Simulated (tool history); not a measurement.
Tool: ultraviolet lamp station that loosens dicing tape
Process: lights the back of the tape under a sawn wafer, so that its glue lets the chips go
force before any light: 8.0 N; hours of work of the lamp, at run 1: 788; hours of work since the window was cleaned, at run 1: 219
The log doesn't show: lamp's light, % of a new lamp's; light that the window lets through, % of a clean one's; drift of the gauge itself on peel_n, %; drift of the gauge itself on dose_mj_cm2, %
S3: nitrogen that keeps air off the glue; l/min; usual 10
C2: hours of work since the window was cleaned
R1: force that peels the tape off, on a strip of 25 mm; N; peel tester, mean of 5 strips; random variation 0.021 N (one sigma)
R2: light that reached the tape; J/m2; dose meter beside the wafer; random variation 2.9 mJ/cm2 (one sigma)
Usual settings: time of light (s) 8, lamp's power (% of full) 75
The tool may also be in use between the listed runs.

{"run": 1, "hour": 0.0, "time of light (s)": 8, "lamp's power (% of full)": 75, "S3": 10, "hours of work of the lamp": 788, "C2": 219, "R1": 1.744, "R2": 2890}
{"run": 2, "hour": 23.0, "time of light (s)": 8, "lamp's power (% of full)": 75, "S3": 10, "hours of work of the lamp": 802, "C2": 233, "R1": 1.807, "R2": 2850}
{"run": 3, "hour": 40.1, "time of light (s)": 8, "lamp's power (% of full)": 75, "S3": 10, "hours of work of the lamp": 813, "C2": 243, "R1": 1.87, "R2": 2910}
{"run": 4, "hour": 72.9, "time of light (s)": 8, "lamp's power (% of full)": 75, "S3": 4, "hours of work of the lamp": 833, "C2": 263, "R1": 2.683, "R2": 2820}
{"run": 5, "hour": 95.9, "time of light (s)": 8, "lamp's power (% of full)": 72, "S3": 10, "hours of work of the lamp": 847, "C2": 277, "R1": 2.083, "R2": 2710}
{"run": 6, "hour": 116.1, "time of light (s)": 8, "lamp's power (% of full)": 72, "S3": 10, "hours of work of the lamp": 859, "C2": 289, "R1": 1.973, "R2": 2680}
{"run": 7, "hour": 131.6, "time of light (s)": 8, "lamp's power (% of full)": 72, "S3": 10, "hours of work of the lamp": 868, "C2": 299, "R1": 2.063, "R2": 2650}
{"run": 8, "hour": 153.5, "time of light (s)": 8, "lamp's power (% of full)": 72, "S3": 10, "hours of work of the lamp": 882, "C2": 312, "R1": 2.119, "R2": 2590}
{"run": 9, "hour": 186.8, "time of light (s)": 8, "lamp's power (% of full)": 72, "S3": 10, "hours of work of the lamp": 902, "C2": 332, "R1": 2.159, "R2": 2640}
{"run": 10, "hour": 211.0, "time of light (s)": 8, "lamp's power (% of full)": 61, "S3": 10, "hours of work of the lamp": 917, "C2": 347, "R1": 2.571, "R2": 2210}
{"run": 11, "hour": 238.4, "time of light (s)": 8, "lamp's power (% of full)": 75, "S3": 10, "hours of work of the lamp": 933, "C2": 364, "R1": 2.017, "R2": 2670}
{"run": 12, "hour": 272.2, "time of light (s)": 8, "lamp's power (% of full)": 75, "S3": 10, "hours of work of the lamp": 954, "C2": 384, "R1": 2.092, "R2": 2600}
{"run": 13, "hour": 289.6, "time of light (s)": 8, "lamp's power (% of full)": 75, "S3": 10, "hours of work of the lamp": 965, "C2": 395, "R1": 2.174, "R2": 2550}
{"run": 14, "hour": 315.1, "time of light (s)": 8, "lamp's power (% of full)": 75, "S3": 10, "hours of work of the lamp": 980, "C2": 410, "R1": 2.164, "R2": 2580}
{"run": 15, "hour": 348.5, "time of light (s)": 8, "lamp's power (% of full)": 75, "S3": 10, "hours of work of the lamp": 1000, "C2": 431, "R1": 2.171, "R2": 2530}
{"run": 16, "hour": 382.6, "time of light (s)": 8, "lamp's power (% of full)": 75, "S3": 10, "hours of work of the lamp": 1021, "C2": 452, "R1": 2.216, "R2": 2510}
{"run": 17, "hour": 398.3, "time of light (s)": 8, "lamp's power (% of full)": 75, "S3": 10, "hours of work of the lamp": 1031, "C2": 461, "R1": 2.193, "R2": 2490}
{"run": 18, "hour": 419.3, "time of light (s)": 8, "lamp's power (% of full)": 75, "S3": 10, "hours of work of the lamp": 1044, "C2": 474, "R1": 2.253, "R2": 2470}
{"run": 19, "hour": 447.5, "time of light (s)": 8, "lamp's power (% of full)": 75, "S3": 10, "hours of work of the lamp": 1061, "C2": 491, "R1": 2.27, "R2": 2450}
{"hour": 453.7, "done": "lamp changed"}
{"run": 20, "hour": 473.1, "time of light (s)": 8, "lamp's power (% of full)": 75, "S3": 10, "hours of work of the lamp": 12, "C2": 506, "R1": 1.175, "R2": 3880}
{"run": 21, "hour": 500.0, "time of light (s)": 8, "lamp's power (% of full)": 75, "S3": 10, "hours of work of the lamp": 28, "C2": 522, "R1": 1.16, "R2": 3860}
{"hour": 517.6, "done": "window cleaned of glue's vapour"}
{"run": 22, "hour": 530.4, "time of light (s)": 8, "lamp's power (% of full)": 75, "S3": 10, "hours of work of the lamp": 46, "C2": 8, "R1": 1.038, "R2": 4110}
{"run": 23, "hour": 563.5, "time of light (s)": 8, "lamp's power (% of full)": 75, "S3": 10, "hours of work of the lamp": 67, "C2": 28, "R1": 1.067, "R2": 4060}
{"run": 24, "hour": 587.0, "time of light (s)": 14, "lamp's power (% of full)": 93, "S3": 10, "hours of work of the lamp": 81, "C2": 42, "R1": 0.227, "R2": 8660}
{"run": 25, "hour": 607.5, "time of light (s)": 6, "lamp's power (% of full)": 73, "S3": 9, "hours of work of the lamp": 93, "C2": 55, "R1": 1.868, "R2": 2960}
{"run": 26, "hour": 640.5, "time of light (s)": 6, "lamp's power (% of full)": 73, "S3": 9, "hours of work of the lamp": 113, "C2": 75, "R1": 1.857, "R2": 2880}
{"run": 27, "hour": 672.0, "time of light (s)": 6, "lamp's power (% of full)": 92, "S3": 3, "hours of work of the lamp": 133, "C2": 94, "R1": 2.151, "R2": 3610}
{"run": 28, "hour": 693.6, "time of light (s)": 6, "lamp's power (% of full)": 92, "S3": 3, "hours of work of the lamp": 146, "C2": 107, "R1": 2.157, "R2": 3590}
{"run": 29, "hour": 717.4, "time of light (s)": 9, "lamp's power (% of full)": 74, "S3": 5, "hours of work of the lamp": 160, "C2": 122, "R1": 1.304, "R2": 4310}
{"run": 30, "hour": 746.4, "time of light (s)": 9, "lamp's power (% of full)": 74, "S3": 5, "hours of work of the lamp": 178, "C2": 139, "R1": 1.362, "R2": 4280}
{"run": 31, "hour": 768.7, "time of light (s)": 9, "lamp's power (% of full)": 74, "S3": 5, "hours of work of the lamp": 191, "C2": 153, "R1": 1.372, "R2": 4280}
{"run": 32, "hour": 796.8, "time of light (s)": 9, "lamp's power (% of full)": 66, "S3": 10, "hours of work of the lamp": 209, "C2": 170, "R1": 1.211, "R2": 3730}
{"run": 33, "hour": 827.5, "time of light (s)": 9, "lamp's power (% of full)": 66, "S3": 10, "hours of work of the lamp": 227, "C2": 189, "R1": 1.216, "R2": 3780}
{"run": 34, "hour": 854.0, "time of light (s)": 9, "lamp's power (% of full)": 66, "S3": 10, "hours of work of the lamp": 243, "C2": 205, "R1": 1.254, "R2": 3640}
{"run": 35, "hour": 888.3, "time of light (s)": 14, "lamp's power (% of full)": 80, "S3": 11, "hours of work of the lamp": 264, "C2": 226, "R1": 0.33, "R2": 6880}
{"run": 36, "hour": 905.7, "time of light (s)": 8, "lamp's power (% of full)": 95, "S3": 5, "hours of work of the lamp": 275, "C2": 236, "R1": 1.193, "R2": 4650}
{"run": 37, "hour": 924.0, "time of light (s)": 5, "lamp's power (% of full)": 95, "S3": 5, "hours of work of the lamp": 286, "C2": 247, "R1": 2.36, "R2": 2890}
{"run": 38, "hour": 954.4, "time of light (s)": 14, "lamp's power (% of full)": 75, "S3": 5, "hours of work of the lamp": 304, "C2": 266, "R1": 0.631, "R2": 6370}
{"run": 39, "hour": 987.4, "time of light (s)": 14, "lamp's power (% of full)": 75, "S3": 5, "hours of work of the lamp": 324, "C2": 286, "R1": 0.654, "R2": 6350}
{"run": 40, "hour": 1012.7, "time of light (s)": 14, "lamp's power (% of full)": 75, "S3": 5, "hours of work of the lamp": 340, "C2": 301, "R1": 0.658, "R2": 6180}
{"run": 41, "hour": 1044.3, "time of light (s)": 6, "lamp's power (% of full)": 85, "S3": 5, "hours of work of the lamp": 359, "C2": 321, "R1": 2.302, "R2": 3050}
{"run": 42, "hour": 1074.0, "time of light (s)": 8, "lamp's power (% of full)": 100, "S3": 3, "hours of work of the lamp": 377, "C2": 339, "R1": 1.55, "R2": 4610}
{"run": 43, "hour": 1089.8, "time of light (s)": 7, "lamp's power (% of full)": 76, "S3": 4, "hours of work of the lamp": 387, "C2": 348, "R1": 2.409, "R2": 3090}

4 ways to go on from here, each from the tool as it stands after run 43. What would each give?
{"run": "A", "hour": 1113.8, "time of light (s)": 5, "lamp's power (% of full)": 90, "S3": 9, "hours of work of the lamp": 401, "C2": 363, "R1": "?", "R2": "?"}
{"run": "B", "hour": 1113.8, "time of light (s)": 13, "lamp's power (% of full)": 76, "S3": 6, "hours of work of the lamp": 401, "C2": 363, "R1": "?", "R2": "?"}
{"run": "C", "hour": 1113.8, "time of light (s)": 8, "lamp's power (% of full)": 75, "S3": 9, "hours of work of the lamp": 401, "C2": 363, "R1": "?", "R2": "?"}
{"run": "D", "hour": 1113.8, "time of light (s)": 5, "lamp's power (% of full)": 88, "S3": 17, "hours of work of the lamp": 401, "C2": 363, "R1": "?", "R2": "?"}

run=A R1=2.224 R2=2590
run=B R1=0.760 R2=5740
run=C R1=1.479 R2=3440
run=D R1=1.870 R2=2540
Without the tool's hidden state the same runs would have given:
run=A R1=1.722 R2=3130
run=B R1=0.506 R2=6940
run=C R1=1.066 R2=4150
run=D R1=1.403 R2=3070
